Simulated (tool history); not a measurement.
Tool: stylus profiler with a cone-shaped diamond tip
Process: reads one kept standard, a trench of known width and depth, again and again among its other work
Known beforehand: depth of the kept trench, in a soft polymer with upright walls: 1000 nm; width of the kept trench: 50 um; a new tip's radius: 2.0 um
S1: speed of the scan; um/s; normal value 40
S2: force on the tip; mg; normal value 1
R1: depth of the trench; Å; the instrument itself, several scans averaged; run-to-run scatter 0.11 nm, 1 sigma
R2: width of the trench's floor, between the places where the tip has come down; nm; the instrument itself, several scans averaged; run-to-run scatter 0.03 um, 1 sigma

run 1 hour=0 | S1=40 S2=1 | R1=10070.4 R2=45690
run 2 hour=24.6 | S1=40 S2=0.98 | R1=10069.8 R2=45660
run 3 hour=37.4 | S1=84 S2=1 | R1=10072 R2=45400
run 4 hour=61.8 | S1=40 S2=1 | R1=10072.7 R2=45640
run 5 hour=83.5 | S1=40 S2=1 | R1=10070.5 R2=45630
run 6 hour=97.3 | S1=40 S2=1 | R1=10075.5 R2=45670
run 7 hour=112.7 | S1=40 S2=1.08 | R1=10077.4 R2=45690
run 8 hour=127.3 | S1=40 S2=1 | R1=10073.9 R2=45580
run 9 hour=142.9 | S1=40 S2=1 | R1=10073.7 R2=45590
run 10 hour=166.3 | S1=104 S2=1 | R1=10074.7 R2=45090
run 11 hour=177.2 | S1=40 S2=0.37 | R1=10039.4 R2=45340
run 12 hour=187.8 | S1=40 S2=0.37 | R1=10041 R2=45360
run 13 hour=212.3 | S1=44 S2=1 | R1=10071.9 R2=45520
run 14 hour=222.5 | S1=40 S2=0.53 | R1=10049.5 R2=45430
run 15 hour=232.4 | S1=60 S2=2.49 | R1=10132.6 R2=45500
run 16 hour=248.5 | S1=60 S2=2.49 | R1=10131.6 R2=45520
run 17 hour=260.3 | S1=60 S2=2.49 | R1=10131.6 R2=45540
run 18 hour=279 | S1=84 S2=0.36 | R1=10040.8 R2=44850
run 19 hour=303.6 | S1=12 S2=0.58 | R1=10054.8 R2=45690
run 20 hour=323.9 | S1=40 S2=0.84 | R1=10068.9 R2=45470
run 21 hour=344.4 | S1=22 S2=2.72 | R1=10137.5 R2=45670
run 22 hour=363.9 | S1=22 S2=2.73 | R1=10136.7 R2=45620
run 23 hour=379 | S1=62 S2=1.23 | R1=10078.4 R2=45310
run 24 hour=398.6 | S1=62 S2=1.23 | R1=10082 R2=45300
run 25 hour=416.1 | S1=20 S2=0.81 | R1=10061.7 R2=45550
run 26 hour=433.4 | S1=125 S2=1 | R1=10068.8 R2=44830

Withheld: 2 entries from between the runs. Position of each, and hidden state at the listed run before versus the listed run after:
Between runs 18 and 19: height scale calibrated on a step standard (hour 281.6)
  radius of the tip, um: 2.74 -> 2.76; height scale over the true one, %: 0.054 -> 0.088
  measured minus no-state result, R1: +5.5 -> +8.8 Å; R2: -770 -> -790 nm
Between runs 20 and 21: height scale calibrated on a step standard, once more (hour 343.4)
  radius of the tip, um: 2.77 -> 2.79; height scale over the true one, %: 0.089 -> 0.006
  measured minus no-state result, R1: +9 -> +0.6 Å; R2: -800 -> -810 nm
